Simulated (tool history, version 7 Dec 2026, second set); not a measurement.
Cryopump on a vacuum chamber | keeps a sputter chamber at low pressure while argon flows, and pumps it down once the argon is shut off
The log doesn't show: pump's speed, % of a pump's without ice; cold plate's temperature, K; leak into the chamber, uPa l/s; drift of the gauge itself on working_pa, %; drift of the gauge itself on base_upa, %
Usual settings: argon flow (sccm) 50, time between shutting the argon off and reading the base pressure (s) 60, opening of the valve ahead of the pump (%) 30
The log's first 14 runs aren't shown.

run	hour	argon flow (sccm)	time between shutting the argon off and reading the base pressure (s)	opening of the valve ahead of the pump (%)	hours of work since the pump was warmed up and emptied	hours of work since the cold head was overhauled	hours of work since the chamber's fittings were tightened	pressure while argon flows (Pa)	pressure after the wait (uPa)
15	257.8	48	60	30	598	598	2244	0.1517	1.8
16	272.3	50	60	30	605	605	2251	0.1584	1.84
17	301	50	60	30	618	618	2264	0.1572	1.82
18	313.4	60	29	30	624	624	2270	0.1899	2.34
19	344.5	54	56	37	639	639	2284	0.1412	1.97
20	364.1	59	263	16	648	648	2293	0.3379	1.55
21	385.5	59	263	16	658	658	2303	0.3398	1.58
22	403	86	65	51	666	666	2312	0.1698	1.88
23	424.2	50	60	54	676	676	2321	0.0949	1.95
24	442.8	50	60	54	685	685	2330	0.0935	1.89
25	468.9	33	60	31	697	697	2342	0.1025	2.02
26	499.3	23	60	56	711	711	2356	0.0423	2
27	522.1	50	22	30	722	722	2367	0.1607	2.76
28	546	74	41	58	733	733	2378	0.134	2.16
29	559	74	41	58	739	739	2384	0.1344	2.14
30	586.1	74	24	20	751	751	2397	0.3482	2.66
31	615.6	53	29	28	765	765	2411	0.1822	2.51
32	633.3	82	47	40	773	773	2419	0.205	2.11
33	661.6	82	78	47	787	787	2432	0.179	1.93
34	681.4	82	78	47	796	796	2441	0.1785	2.02

4 ways to go on from here, each from the tool as it stands after run 34. What would each give?
A	700.7	75	134	16	805	805	2450	?	?
B	700.7	24	52	27	805	805	2450	?	?
C	700.7	26	107	30	805	805	2450	?	?
D	700.7	50	60	29	805	805	2450	?	?

run	pressure while argon flows (Pa)	pressure after the wait (uPa)
A	0.4406	1.81
B	0.085	2.19
C	0.0839	1.94
D	0.1705	2.11
Without the tool's hidden state the same runs would have given:
run	pressure while argon flows (Pa)	pressure after the wait (uPa)
A	0.4169	0.33
B	0.0775	0.66
C	0.0757	0.41
D	0.1546	0.58
